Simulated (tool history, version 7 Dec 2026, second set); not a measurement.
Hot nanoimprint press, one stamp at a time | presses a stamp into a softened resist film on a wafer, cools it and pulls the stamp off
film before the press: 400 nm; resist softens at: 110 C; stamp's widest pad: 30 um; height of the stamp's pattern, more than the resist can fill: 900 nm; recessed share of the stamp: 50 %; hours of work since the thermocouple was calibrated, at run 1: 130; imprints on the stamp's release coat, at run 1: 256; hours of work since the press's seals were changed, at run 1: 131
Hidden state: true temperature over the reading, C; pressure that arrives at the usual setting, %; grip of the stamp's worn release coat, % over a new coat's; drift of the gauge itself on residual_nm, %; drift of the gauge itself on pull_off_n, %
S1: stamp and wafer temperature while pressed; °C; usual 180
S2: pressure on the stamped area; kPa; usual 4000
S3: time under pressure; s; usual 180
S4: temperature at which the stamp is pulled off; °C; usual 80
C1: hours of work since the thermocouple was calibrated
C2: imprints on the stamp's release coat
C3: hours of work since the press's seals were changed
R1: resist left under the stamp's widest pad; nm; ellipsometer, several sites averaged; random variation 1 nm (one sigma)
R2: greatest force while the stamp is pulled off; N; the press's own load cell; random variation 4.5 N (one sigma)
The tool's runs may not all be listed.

run 1 hour=0 | S1=180 S2=4000 S3=180 S4=80 | C1=130 C2=256 C3=131 | R1=226.9 R2=241
run 2 hour=7.8 | S1=180 S2=4000 S3=180 S4=80 | C1=136 C2=275 C3=137 | R1=224.8 R2=241
run 3 hour=12.4 | S1=180 S2=4000 S3=180 S4=80 | C1=139 C2=286 C3=141 | R1=227.5 R2=246
run 4 hour=20.8 | S1=180 S2=4000 S3=142 S4=80 | C1=146 C2=307 C3=147 | R1=245.7 R2=247
run 5 hour=28.4 | S1=180 S2=4000 S3=142 S4=80 | C1=151 C2=325 C3=153 | R1=245 R2=254
run 6 hour=35.8 | S1=180 S2=4000 S3=142 S4=80 | C1=157 C2=343 C3=159 | R1=245.6 R2=247
run 7 hour=42.4 | S1=180 S2=4000 S3=142 S4=80 | C1=162 C2=360 C3=164 | R1=244.3 R2=255
run 8 hour=47.3 | S1=180 S2=4000 S3=142 S4=80 | C1=166 C2=372 C3=168 | R1=243.9 R2=253
run 9 hour=56.2 | S1=180 S2=4000 S3=142 S4=80 | C1=173 C2=393 C3=174 | R1=243.7 R2=250
run 10 hour=65.3 | S1=180 S2=4000 S3=142 S4=80 | C1=180 C2=416 C3=181 | R1=242.8 R2=251
run 11 hour=72.2 | S1=180 S2=4000 S3=142 S4=80 | C1=185 C2=433 C3=187 | R1=243.8 R2=258
run 12 hour=77.8 | S1=180 S2=4000 S3=142 S4=80 | C1=189 C2=446 C3=191 | R1=243.8 R2=258
run 13 hour=87.1 | S1=180 S2=4000 S3=356 S4=80 | C1=197 C2=469 C3=198 | R1=175.9 R2=262
run 14 hour=92.1 | S1=180 S2=4000 S3=180 S4=80 | C1=200 C2=481 C3=202 | R1=224.2 R2=261
run 15 hour=100.8 | S1=180 S2=4000 S3=180 S4=74 | C1=207 C2=503 C3=209 | R1=226.7 R2=289
run 16 hour=110.2 | S1=180 S2=4000 S3=180 S4=74 | C1=214 C2=526 C3=216 | R1=226.9 R2=281
run 17 hour=116.6 | S1=183 S2=4000 S3=180 S4=79 | C1=219 C2=541 C3=221 | R1=195.4 R2=271
run 18 hour=125.5 | S1=187 S2=5230 S3=180 S4=87 | C1=226 C2=563 C3=228 | R1=143.5 R2=221
run 19 hour=132.9 | S1=170 S2=3610 S3=93 S4=70 | C1=232 C2=582 C3=233 | R1=357 R2=322
run 20 hour=139.1 | S1=170 S2=3610 S3=93 S4=70 | C1=236 C2=597 C3=238 | R1=359.2 R2=327
run 21 hour=146.4 | S1=170 S2=3610 S3=93 S4=70 | C1=242 C2=615 C3=244 | R1=359.3 R2=330
run 22 hour=155.9 | S1=178 S2=4000 S3=275 S4=80 | C1=249 C2=638 C3=251 | R1=213 R2=281
run 23 hour=165.6 | S1=178 S2=4000 S3=275 S4=80 | C1=257 C2=662 C3=258 | R1=213.1 R2=277
run 24 hour=170.9 | S1=189 S2=2840 S3=139 S4=73 | C1=261 C2=675 C3=263 | R1=187.8 R2=320
run 25 hour=178.6 | S1=181 S2=5220 S3=102 S4=68 | C1=267 C2=694 C3=268 | R1=236.1 R2=355
run 26 hour=185 | S1=187 S2=3020 S3=163 S4=78 | C1=272 C2=709 C3=273 | R1=189.8 R2=298
run 27 hour=191.7 | S1=187 S2=3570 S3=109 S4=72 | C1=277 C2=726 C3=278 | R1=205.8 R2=327
run 28 hour=201.4 | S1=187 S2=3570 S3=109 S4=72 | C1=284 C2=749 C3=286 | R1=202.8 R2=320
run 29 hour=206 | S1=187 S2=3900 S3=109 S4=72 | C1=288 C2=761 C3=289 | R1=199.5 R2=321
run 30 hour=215.7 | S1=182 S2=6180 S3=271 S4=85 | C1=295 C2=784 C3=297 | R1=144.9 R2=248
run 31 hour=219.9 | S1=180 S2=4680 S3=287 S4=80 | C1=299 C2=795 C3=300 | R1=176.8 R2=298

Some steps in R1 between neighbouring runs. How much of each would the tool show without its hidden state too (settings, what came in, random variation), and how much is left for the hidden state, with any gauge scatter that isn't in both results?
Run 12 -> 13: S3 142 -> 356. R1 -67.9 nm: hidden state +0, all else -67.9.
Run 17 -> 18: S1 183 -> 187, S2 4000 -> 5230, S4 79 -> 87. R1 -51.9 nm: hidden state +1.1, all else -53.
Run 18 -> 19: S1 187 -> 170, S2 5230 -> 3610, S3 180 -> 93, S4 87 -> 70. R1 +213.5 nm: hidden state +0.2, all else +213.3.
Run 21 -> 22: S1 170 -> 178, S2 3610 -> 4000, S3 93 -> 275, S4 70 -> 80. R1 -146.3 nm: hidden state -2.4, all else -143.9.
Run 30 -> 31: S1 182 -> 180, S2 6180 -> 4680, S3 271 -> 287, S4 85 -> 80. R1 +31.9 nm: hidden state -1.4, all else +33.3.

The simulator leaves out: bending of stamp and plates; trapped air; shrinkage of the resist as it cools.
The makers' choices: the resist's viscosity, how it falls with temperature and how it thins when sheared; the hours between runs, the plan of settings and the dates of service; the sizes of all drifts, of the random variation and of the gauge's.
